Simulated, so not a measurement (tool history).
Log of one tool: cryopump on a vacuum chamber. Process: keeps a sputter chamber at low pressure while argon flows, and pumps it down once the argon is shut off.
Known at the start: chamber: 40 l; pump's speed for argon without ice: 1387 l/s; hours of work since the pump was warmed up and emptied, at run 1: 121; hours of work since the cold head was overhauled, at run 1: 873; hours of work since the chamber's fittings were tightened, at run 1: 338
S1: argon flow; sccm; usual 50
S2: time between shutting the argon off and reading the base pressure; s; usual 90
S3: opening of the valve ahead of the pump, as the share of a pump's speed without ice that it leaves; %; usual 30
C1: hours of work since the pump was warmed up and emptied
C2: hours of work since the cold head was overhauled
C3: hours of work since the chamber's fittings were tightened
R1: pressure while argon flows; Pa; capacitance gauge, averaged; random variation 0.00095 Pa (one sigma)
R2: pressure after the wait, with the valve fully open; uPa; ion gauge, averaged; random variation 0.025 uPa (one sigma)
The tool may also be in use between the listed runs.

Run 1, day 0.000: usual settings; C1 121; C2 873; C3 338. Result: R1 0.2082 Pa, R2 1.31 uPa.
Run 2, day 2.696: usual settings; C1 175; C2 927; C3 392. Result: R1 0.2125 Pa, R2 1.39 uPa.
Run 3, day 4.346: usual settings but S2 24 s; C1 208; C2 960; C3 425. Result: R1 0.2143 Pa, R2 3.55 uPa.
Run 4, day 7.300: usual settings but S2 24 s; C1 267; C2 1019; C3 484. Result: R1 0.2161 Pa, R2 3.48 uPa.
Run 5, day 10.079: usual settings but S2 24 s; C1 323; C2 1074; C3 540. Result: R1 0.2181 Pa, R2 3.74 uPa.
At day 10.438: pump warmed up, emptied and cooled again.
Run 6, day 11.638: usual settings but S3 29 %; C1 24; C2 1101; C3 567. Result: R1 0.2112 Pa, R2 1.44 uPa.
Run 7, day 13.500: usual settings but S1 28 sccm; C1 61; C2 1139; C3 604. Result: R1 0.1153 Pa, R2 1.51 uPa.
Run 8, day 15.342: usual settings but S1 76 sccm; C1 98; C2 1176; C3 641. Result: R1 0.3145 Pa, R2 1.46 uPa.
Run 9, day 17.729: usual settings; C1 146; C2 1223; C3 689. Result: R1 0.2093 Pa, R2 1.65 uPa.
Run 10, day 20.758: usual settings; C1 206; C2 1284; C3 749. Result: R1 0.2123 Pa, R2 1.73 uPa.
Run 11, day 23.167: usual settings; C1 255; C2 1332; C3 797. Result: R1 0.2159 Pa, R2 1.79 uPa.
Run 12, day 25.117: usual settings; C1 294; C2 1371; C3 836. Result: R1 0.2171 Pa, R2 1.82 uPa.
At day 27.146: pump warmed up, emptied and cooled again.
Run 13, day 27.900: usual settings; C1 15; C2 1423; C3 888. Result: R1 0.2060 Pa, R2 1.75 uPa.
Run 14, day 30.275: usual settings but S1 67 sccm, S2 23 s, S3 40 %; C1 63; C2 1470; C3 935. Result: R1 0.2071 Pa, R2 4.01 uPa.
Run 15, day 33.088: usual settings but S1 67 sccm, S2 23 s, S3 31 %; C1 119; C2 1526; C3 992. Result: R1 0.2715 Pa, R2 4.02 uPa.
Run 16, day 35.888: usual settings but S1 23 sccm; C1 175; C2 1582; C3 1048. Result: R1 0.0968 Pa, R2 2.00 uPa.
Run 17, day 38.233: usual settings but S1 62 sccm, S2 47 s; C1 222; C2 1629; C3 1095. Result: R1 0.2649 Pa, R2 2.78 uPa.
Run 18, day 40.038: usual settings but S1 62 sccm, S2 47 s; C1 258; C2 1665; C3 1131. Result: R1 0.2645 Pa, R2 2.82 uPa.
Run 19, day 42.688: usual settings but S1 62 sccm, S2 47 s; C1 311; C2 1718; C3 1184. Result: R1 0.2703 Pa, R2 2.95 uPa.
At day 43.833: pump warmed up, emptied and cooled again.
Run 20, day 44.979: usual settings but S1 46 sccm, S2 159 s, S3 45 %; C1 23; C2 1760; C3 1225. Result: R1 0.1252 Pa, R2 1.72 uPa.
Run 21, day 47.979: usual settings but S1 46 sccm, S2 159 s, S3 45 %; C1 83; C2 1820; C3 1285. Result: R1 0.1297 Pa, R2 1.76 uPa.
Run 22, day 49.692: usual settings but S1 27 sccm, S2 80 s, S3 42 %; C1 117; C2 1854; C3 1320. Result: R1 0.0809 Pa, R2 2.28 uPa.
Run 23, day 52.362: usual settings but S1 82 sccm, S2 180 s, S3 32 %; C1 171; C2 1908; C3 1373. Result: R1 0.3285 Pa, R2 1.90 uPa.
Run 24, day 54.833: usual settings but S1 93 sccm, S2 299 s, S3 23 %; C1 220; C2 1957; C3 1422. Result: R1 0.5133 Pa, R2 1.84 uPa.
Run 25, day 56.467: usual settings but S1 36 sccm, S2 53 s; C1 253; C2 1990; C3 1455. Result: R1 0.1552 Pa, R2 2.97 uPa.
Run 26, day 58.612: usual settings but S1 88 sccm, S2 136 s, S3 39 %; C1 296; C2 2033; C3 1498. Result: R1 0.3007 Pa, R2 2.31 uPa.

Forecast each of these 5 alternatives for the next run:
At day 60.404: pump warmed up, emptied and cooled again.
Run A, day 60.950: usual settings but S1 36 sccm, S2 89 s, S3 15 %; C1 11; C2 2075; C3 1541. Result: R1 ?, R2 ?.
At day 60.404: pump warmed up, emptied and cooled again.
Run B, day 60.950: usual settings but S1 30 sccm, S2 136 s, S3 43 %; C1 11; C2 2075; C3 1541. Result: R1 ?, R2 ?.
At day 60.404: pump warmed up, emptied and cooled again.
Run C, day 60.950: usual settings but S2 162 s, S3 26 %; C1 11; C2 2075; C3 1541. Result: R1 ?, R2 ?.
At day 60.404: pump warmed up, emptied and cooled again.
Run D, day 60.950: usual settings but S3 19 %; C1 11; C2 2075; C3 1541. Result: R1 ?, R2 ?.
At day 60.404: pump warmed up, emptied and cooled again.
Run E, day 60.950: usual settings but S1 36 sccm, S2 33 s, S3 60 %; C1 11; C2 2075; C3 1541. Result: R1 ?, R2 ?.

run      R1    R2
  A  0.2939  2.23
  B  0.0858  2.02
  C  0.2337  1.95
  D  0.3227  2.31
  E  0.0738  3.61
Without the tool's hidden state the same runs would have given:
run      R1    R2
  A  0.2930  0.95
  B  0.0850  0.74
  C  0.2324  0.65
  D  0.3214  0.98
  E  0.0728  2.30
